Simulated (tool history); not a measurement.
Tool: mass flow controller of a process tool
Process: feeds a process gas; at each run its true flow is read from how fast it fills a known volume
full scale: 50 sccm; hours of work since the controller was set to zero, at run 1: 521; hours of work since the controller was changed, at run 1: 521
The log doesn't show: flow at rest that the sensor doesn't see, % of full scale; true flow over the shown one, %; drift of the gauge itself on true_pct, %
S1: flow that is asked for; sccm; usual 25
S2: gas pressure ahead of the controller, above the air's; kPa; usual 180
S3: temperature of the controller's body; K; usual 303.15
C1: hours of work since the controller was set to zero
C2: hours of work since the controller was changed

Run 1, hour 0: usual settings; C1 521; C2 521. Result: true flow (%) 98.88.
Run 2, hour 166.8: usual settings; C1 637; C2 637. Result: true flow (%) 98.86.
Run 3, hour 289.4: usual settings; C1 722; C2 722. Result: true flow (%) 98.77.
Run 4, hour 486.3: usual settings; C1 860; C2 860. Result: true flow (%) 98.85.
Run 5, hour 621.6: usual settings but S1 17 sccm; C1 954; C2 954. Result: true flow (%) 98.02.
Run 6, hour 724.4: usual settings but S1 17 sccm; C1 1025; C2 1025. Result: true flow (%) 97.9.
Run 7, hour 896.7: usual settings but S1 17 sccm; C1 1146; C2 1146. Result: true flow (%) 97.8.
Run 8, hour 1007.7: usual settings but S1 17 sccm; C1 1223; C2 1223. Result: true flow (%) 97.7.
Run 9, hour 1112.5: usual settings but S1 17 sccm; C1 1296; C2 1296. Result: true flow (%) 97.66.
Run 10, hour 1222.4: usual settings; C1 1373; C2 1373. Result: true flow (%) 98.69.
Run 11, hour 1401: usual settings; C1 1497; C2 1497. Result: true flow (%) 98.58.
Run 12, hour 1555.6: usual settings but S1 9 sccm; C1 1605; C2 1605. Result: true flow (%) 95.51.
Run 13, hour 1710.6: usual settings but S1 9 sccm; C1 1713; C2 1713. Result: true flow (%) 95.41.
Run 14, hour 1862.2: usual settings but S3 302.15 K; C1 1819; C2 1819. Result: true flow (%) 98.49.
Run 15, hour 2011.8: usual settings but S3 302.15 K; C1 1923; C2 1923. Result: true flow (%) 98.34.
Run 16, hour 2201.6: usual settings but S1 13 sccm; C1 2055; C2 2055. Result: true flow (%) 96.26.
Run 17, hour 2312.8: usual settings but S3 299.15 K; C1 2133; C2 2133. Result: true flow (%) 98.18.
Run 18, hour 2504: usual settings but S3 299.15 K; C1 2266; C2 2266. Result: true flow (%) 98.06.
Run 19, hour 2650.7: usual settings but S3 299.15 K; C1 2368; C2 2368. Result: true flow (%) 97.94.
Run 20, hour 2753.6: usual settings but S1 22 sccm; C1 2440; C2 2440. Result: true flow (%) 97.93.
Run 21, hour 2894.6: usual settings but S1 22 sccm; C1 2538; C2 2538. Result: true flow (%) 97.91.
Run 22, hour 2992.9: usual settings but S1 22 sccm; C1 2607; C2 2607. Result: true flow (%) 97.79.
Run 23, hour 3131.4: usual settings; C1 2703; C2 2703. Result: true flow (%) 98.14.
Run 24, hour 3287.5: usual settings; C1 2812; C2 2812. Result: true flow (%) 98.13.
Run 25, hour 3408.3: usual settings but S1 6 sccm, S2 212 kPa, S3 295.15 K; C1 2896; C2 2896. Result: true flow (%) 89.68.
Run 26, hour 3497.9: usual settings but S1 6 sccm, S2 212 kPa, S3 295.15 K; C1 2959; C2 2959. Result: true flow (%) 89.59.
Run 27, hour 3580.7: usual settings but S1 6 sccm, S2 228 kPa; C1 3016; C2 3016. Result: true flow (%) 89.98.
Run 28, hour 3745.6: usual settings but S1 40 sccm, S2 248 kPa, S3 304.15 K; C1 3131; C2 3131. Result: true flow (%) 99.61.
Run 29, hour 3889.7: usual settings but S1 40 sccm, S2 261 kPa, S3 308.15 K; C1 3232; C2 3232. Result: true flow (%) 99.72.
Run 30, hour 4059: usual settings but S3 293.15 K; C1 3350; C2 3350. Result: true flow (%) 97.3.
Run 31, hour 4217.6: usual settings but S1 20 sccm, S2 196 kPa, S3 306.15 K; C1 3460; C2 3460. Result: true flow (%) 97.33.
Run 32, hour 4411.1: usual settings but S3 299.15 K; C1 3595; C2 3595. Result: true flow (%) 97.66.
Run 33, hour 4533.6: usual settings but S3 299.15 K; C1 3680; C2 3680. Result: true flow (%) 97.56.
Run 34, hour 4632.5: usual settings but S1 48 sccm, S2 252 kPa; C1 3749; C2 3749. Result: true flow (%) 100.1.

Run 35 comes next. What will it give?
Run 35, hour 4835.4: usual settings but S1 11 sccm, S2 252 kPa; C1 3891; C2 3891. Result: true flow (%) ?.

{"run 35": {"true flow (%)": 93.05}}
Without the tool's hidden state the same run would have given true flow (%) 97.73.
